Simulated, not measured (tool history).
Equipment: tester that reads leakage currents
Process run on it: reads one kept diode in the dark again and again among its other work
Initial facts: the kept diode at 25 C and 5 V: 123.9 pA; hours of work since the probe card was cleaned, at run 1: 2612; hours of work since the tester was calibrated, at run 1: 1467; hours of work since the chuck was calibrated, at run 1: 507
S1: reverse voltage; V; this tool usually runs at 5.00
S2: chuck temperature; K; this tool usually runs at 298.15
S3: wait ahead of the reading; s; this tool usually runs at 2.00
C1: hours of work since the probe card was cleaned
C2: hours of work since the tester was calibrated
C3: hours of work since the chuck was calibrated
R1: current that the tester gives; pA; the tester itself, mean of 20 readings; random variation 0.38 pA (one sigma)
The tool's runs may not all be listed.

run    hour     S1      S2    S3    C1    C2    C3      R1
  1     0.0   5.00  298.15  2.00  2612  1467   507  121.37
  2    70.2   5.00  298.15  2.00  2662  1517   557  121.03
  3   127.2   5.00  298.15  2.00  2702  1557   597  120.41
  4   166.2   5.00  298.15  2.00  2729  1584   624  119.98
  5   223.8   5.00  298.15  2.00  2770  1625   665  120.53
  6   259.0   5.00  303.15  2.00  2794  1650   689  170.38
  7   316.1   4.41  298.15  2.00  2835  1690   730  111.05
  8   351.6   7.70  298.15  2.00  2860  1715   755  151.77
  9   409.4   5.00  298.15  2.00  2900  1756   795  117.62
 10   458.5   5.00  298.15  2.00  2935  1790   830  117.84
 11   503.5   5.00  298.15  2.00  2966  1822   862  117.51
 12   563.3   5.00  298.15  8.78  3009  1864   904  117.23
 13   617.0   5.00  309.15  2.00  3046  1902   941  251.49
 14   671.8   5.00  309.15  2.00  3085  1940   980  249.57
 15   739.5   5.00  309.15  2.00  3132  1988  1028  249.86
 16   778.6   5.00  298.15  4.35  3160  2015  1055  115.08
 17   832.8   5.00  298.15  4.35  3198  2053  1093  114.41
 18   882.3   5.00  330.15  0.85  3233  2088  1128  963.72
 19   914.0   5.00  305.15  1.99  3255  2111  1150  186.78
 20   960.6   5.00  298.15  1.35  3288  2143  1183  113.80
 21  1025.0   5.00  326.15  4.02  3333  2189  1228  741.13
     1063.2  -- probe card cleaned and baked
 22  1063.5   2.78  308.15  0.39     0  2214  1253  161.38
 23  1101.9   8.39  294.15  0.95    27  2241  1280  105.43
 24  1131.8   5.00  324.15  3.76    48  2262  1301  639.47
     1175.6  -- chuck's temperature calibrated
 25  1178.7  19.35  296.15  0.34    80  2293     2  236.94
 26  1251.9   8.35  321.15  2.29   131  2345    54  809.80
 27  1299.0  11.27  298.15  2.00   165  2378    87  195.69

Here are 4 independent what-if runs from the current tool condition. What would each one return?
  A  1369.7  7.69  298.15  2.00  214  2428  137   ?
  B  1369.7  5.00  309.15  0.34  214  2428  137   ?
  C  1369.7  4.10  298.15  0.84  214  2428  137   ?
  D  1369.7  8.09  297.15  0.39  214  2428  137   ?

run      R1
  A  157.67
  B  276.07
  C  112.55
  D  153.59
Without the tool's unlogged condition, the same runs would have read:
run      R1
  A  157.50
  B  276.14
  C  112.52
  D  153.35
